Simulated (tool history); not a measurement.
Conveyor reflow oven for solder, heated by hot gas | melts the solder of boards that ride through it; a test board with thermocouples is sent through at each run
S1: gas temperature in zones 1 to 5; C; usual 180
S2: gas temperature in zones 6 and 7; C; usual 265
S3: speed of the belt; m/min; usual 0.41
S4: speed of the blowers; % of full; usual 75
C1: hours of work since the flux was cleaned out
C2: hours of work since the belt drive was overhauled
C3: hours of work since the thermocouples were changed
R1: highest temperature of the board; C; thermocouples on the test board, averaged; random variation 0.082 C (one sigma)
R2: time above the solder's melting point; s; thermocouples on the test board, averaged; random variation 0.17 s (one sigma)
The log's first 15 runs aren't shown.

run	hour	S1	S2	S3	S4	C1	C2	C3	R1	R2
16	259.4	180	262	0.41	54	65	838	234	248.85	88.6
17	273.5	180	262	0.41	54	74	847	244	248.63	88.7
# hour 279.3: belt drive overhauled, speed set with a stopwatch
18	290.7	180	264	0.41	84	83	8	253	256.32	100.2
19	307.2	180	264	0.41	84	94	19	264	256.22	100.3
20	325.7	180	264	0.453	68	106	31	276	250.98	83.6
21	340.7	166	260	0.366	65	116	41	286	250.44	97.6
22	362.2	166	268	0.366	65	131	56	301	257.96	105.6
23	387.2	174	265	0.41	76	148	72	317	255.27	95.4
# hour 402.2: belt drive overhauled, speed set with a stopwatch, once more
24	412.9	174	260	0.441	74	162	7	332	247.83	78.1
# hour 428.6: flux residue cleaned out of gas plates and filters
25	435.3	174	260	0.46	74	4	19	344	247.25	73.7
26	450.4	174	265	0.46	74	15	29	354	251.79	78.4
27	462.1	180	275	0.41	75	23	37	362	265.11	104.3
28	479.5	180	275	0.41	75	34	49	373	265.02	103.9
29	499.2	177	276	0.41	75	47	62	387	265.72	102.9
30	513.9	174	268	0.345	51	57	72	396	257.3	112.4

4 ways to go on from here, each from the tool as it stands after run 30. What would each give?
A	536.7	188	268	0.345	51	73	87	412	?	?
B	536.7	174	263	0.454	51	73	87	412	?	?
C	536.7	172	255	0.449	51	73	87	412	?	?
D	536.7	174	268	0.338	51	73	87	412	?	?

run	R1	R2
A	259.01	124.1
B	244.04	67.9
C	237.05	57.2
D	257.77	116
Without the tool's hidden state the same runs would have given:
run	R1	R2
A	258.13	123
B	243.28	66.8
C	236.29	55.9
D	256.89	114.8
